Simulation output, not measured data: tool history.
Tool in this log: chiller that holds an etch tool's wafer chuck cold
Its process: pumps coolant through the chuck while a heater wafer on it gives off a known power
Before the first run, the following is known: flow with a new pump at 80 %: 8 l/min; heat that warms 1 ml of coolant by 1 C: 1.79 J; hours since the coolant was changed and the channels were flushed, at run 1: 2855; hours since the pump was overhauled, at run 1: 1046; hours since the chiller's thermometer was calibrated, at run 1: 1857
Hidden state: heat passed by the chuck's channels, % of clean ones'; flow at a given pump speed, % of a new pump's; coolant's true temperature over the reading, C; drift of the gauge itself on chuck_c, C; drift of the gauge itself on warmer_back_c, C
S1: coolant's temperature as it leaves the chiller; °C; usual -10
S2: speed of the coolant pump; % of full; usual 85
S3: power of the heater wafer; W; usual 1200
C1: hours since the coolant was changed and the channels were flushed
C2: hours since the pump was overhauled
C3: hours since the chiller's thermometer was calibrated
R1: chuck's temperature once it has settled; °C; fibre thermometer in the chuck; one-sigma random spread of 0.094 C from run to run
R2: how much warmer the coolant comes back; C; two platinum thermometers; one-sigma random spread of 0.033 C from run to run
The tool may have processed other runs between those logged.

{"run": 1, "day": 0.0, "S1": -10, "S2": 85, "S3": 1200, "C1": 2855, "C2": 1046, "C3": 1857, "R1": 0.03, "R2": 4.84}
{"run": 2, "day": 2.667, "S1": -10, "S2": 85, "S3": 1200, "C1": 2919, "C2": 1110, "C3": 1921, "R1": 0.03, "R2": 4.87}
{"run": 3, "day": 4.771, "S1": -10, "S2": 85, "S3": 1200, "C1": 2969, "C2": 1161, "C3": 1971, "R1": 0, "R2": 4.91}
{"run": 4, "day": 6.021, "S1": -10, "S2": 85, "S3": 1200, "C1": 2999, "C2": 1191, "C3": 2001, "R1": 0.2, "R2": 4.93}
{"run": 5, "day": 8.508, "S1": -10, "S2": 85, "S3": 1200, "C1": 3059, "C2": 1250, "C3": 2061, "R1": 0.15, "R2": 4.91}
{"run": 6, "day": 9.767, "S1": -10, "S2": 85, "S3": 1200, "C1": 3089, "C2": 1280, "C3": 2091, "R1": 0.07, "R2": 4.93}
{"run": 7, "day": 12.567, "S1": -10, "S2": 85, "S3": 1200, "C1": 3156, "C2": 1348, "C3": 2158, "R1": 0, "R2": 4.96}
{"day": 12.938, "done": "coolant pump overhauled"}
{"run": 8, "day": 14.45, "S1": -10, "S2": 85, "S3": 1200, "C1": 3196, "C2": 36, "C3": 2199, "R1": 0.04, "R2": 4.96}
{"run": 9, "day": 17.258, "S1": -12, "S2": 85, "S3": 1223, "C1": 3264, "C2": 104, "C3": 2266, "R1": -1.39, "R2": 5.13}
{"run": 10, "day": 18.621, "S1": -10, "S2": 81, "S3": 1681, "C1": 3297, "C2": 136, "C3": 2299, "R1": 5, "R2": 7.38}
{"run": 11, "day": 20.529, "S1": -17, "S2": 69, "S3": 1681, "C1": 3342, "C2": 182, "C3": 2345, "R1": 0.08, "R2": 8.86}
{"run": 12, "day": 22.596, "S1": -17, "S2": 69, "S3": 1681, "C1": 3392, "C2": 232, "C3": 2394, "R1": -0.08, "R2": 8.83}

Run 13, settings as shown, results not yet in. Your forecast:
{"run": 13, "day": 24.062, "S1": -10, "S2": 66, "S3": 1163, "C1": 3427, "C2": 267, "C3": 2429, "R1": "?", "R2": "?"}

R1: 2.23 °C
R2: 6.44 C
Were there no unlogged condition in the tool, this run, its random variation unchanged, would have produced R1 0.7 °C, R2 6.03 C.

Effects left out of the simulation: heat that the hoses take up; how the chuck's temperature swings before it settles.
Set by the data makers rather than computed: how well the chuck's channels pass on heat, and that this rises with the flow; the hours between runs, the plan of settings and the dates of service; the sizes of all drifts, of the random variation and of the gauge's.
